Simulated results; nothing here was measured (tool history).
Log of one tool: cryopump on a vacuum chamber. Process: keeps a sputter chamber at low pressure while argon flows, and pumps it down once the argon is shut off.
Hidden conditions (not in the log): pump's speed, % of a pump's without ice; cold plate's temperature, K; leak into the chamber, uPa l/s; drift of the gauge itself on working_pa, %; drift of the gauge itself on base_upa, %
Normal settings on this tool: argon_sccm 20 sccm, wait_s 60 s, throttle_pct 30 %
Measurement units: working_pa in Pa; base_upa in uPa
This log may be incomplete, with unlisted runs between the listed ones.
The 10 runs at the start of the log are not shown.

| run | hour | argon_sccm | wait_s | throttle_pct | hours of work since the pump was warmed up and emptied | hours of work since the cold head was overhauled | hours of work since the chamber's fittings were tightened | working_pa | base_upa |
|---|---|---|---|---|---|---|---|---|---|
| 11 | 425.7 | 11 | 60 | 30 | 70 | 573 | 2752 | 0.0299 | 0.64 |
| 12 | 468.5 | 20 | 60 | 30 | 90 | 593 | 2772 | 0.054 | 0.67 |
| 13 | 515.4 | 20 | 60 | 30 | 112 | 615 | 2794 | 0.054 | 0.67 |
| 14 | 550.1 | 20 | 60 | 30 | 128 | 631 | 2810 | 0.0531 | 0.66 |
| 15 | 602 | 20 | 26 | 30 | 152 | 655 | 2834 | 0.0536 | 1.04 |
| 16 | 655 | 20 | 60 | 30 | 177 | 680 | 2859 | 0.0537 | 0.68 |
| 17 | 695.9 | 20 | 60 | 30 | 196 | 699 | 2878 | 0.0544 | 0.71 |
| 18 | 727.3 | 20 | 60 | 30 | 210 | 714 | 2893 | 0.054 | 0.67 |
| 19 | 749.4 | 13 | 255 | 59 | 221 | 724 | 2903 | 0.0181 | 0.53 |
| 20 | 795.3 | 19 | 45 | 45 | 242 | 745 | 2924 | 0.0351 | 0.82 |
| 21 | 829.7 | 29 | 31 | 57 | 258 | 761 | 2940 | 0.0421 | 0.93 |
| 22 | 875.9 | 29 | 31 | 57 | 280 | 783 | 2962 | 0.0426 | 1.02 |
| 23 | 915.4 | 39 | 171 | 48 | 298 | 801 | 2980 | 0.0681 | 0.53 |
| 24 | 967.8 | 39 | 171 | 48 | 322 | 825 | 3004 | 0.0679 | 0.54 |
| 25 | 1001.1 | 39 | 56 | 48 | 338 | 841 | 3020 | 0.0682 | 0.75 |
| 26 | 1047.1 | 39 | 56 | 48 | 359 | 862 | 3041 | 0.0687 | 0.73 |
| 27 | 1094 | 15 | 135 | 27 | 381 | 884 | 3063 | 0.0455 | 0.55 |
| 28 | 1145.1 | 11 | 65 | 18 | 405 | 908 | 3087 | 0.05 | 0.73 |
| 29 | 1197.5 | 24 | 182 | 18 | 429 | 932 | 3111 | 0.1095 | 0.53 |
| 30 | 1233.6 | 16 | 59 | 29 | 446 | 949 | 3128 | 0.0461 | 0.75 |
| 31 | 1287.8 | 8 | 60 | 26 | 471 | 974 | 3153 | 0.0259 | 0.74 |
| 32 | 1332.5 | 13 | 60 | 27 | 492 | 995 | 3174 | 0.0402 | 0.7 |
|  | 1363.8 | pump warmed up, emptied and cooled again |
| 33 | 1385 | 40 | 60 | 42 | 10 | 1017 | 3196 | 0.0772 | 0.69 |

Predict each of these 4 candidate next runs independently; none follows another, all start after run 33:
| A | 1427.3 | 32 | 125 | 30 | 30 | 1037 | 3215 | ? | ? |
| B | 1427.3 | 24 | 53 | 16 | 30 | 1037 | 3215 | ? | ? |
| C | 1427.3 | 20 | 35 | 18 | 30 | 1037 | 3215 | ? | ? |
| D | 1427.3 | 11 | 60 | 30 | 30 | 1037 | 3215 | ? | ? |

| run | working_pa | base_upa |
|---|---|---|
| A | 0.0849 | 0.5 |
| B | 0.1194 | 0.75 |
| C | 0.0889 | 0.9 |
| D | 0.0291 | 0.68 |
Take away the tool's hidden state, keep each run's random variation, and the runs would have read:
| run | working_pa | base_upa |
|---|---|---|
| A | 0.0845 | 0.24 |
| B | 0.1191 | 0.48 |
| C | 0.0886 | 0.63 |
| D | 0.0289 | 0.42 |
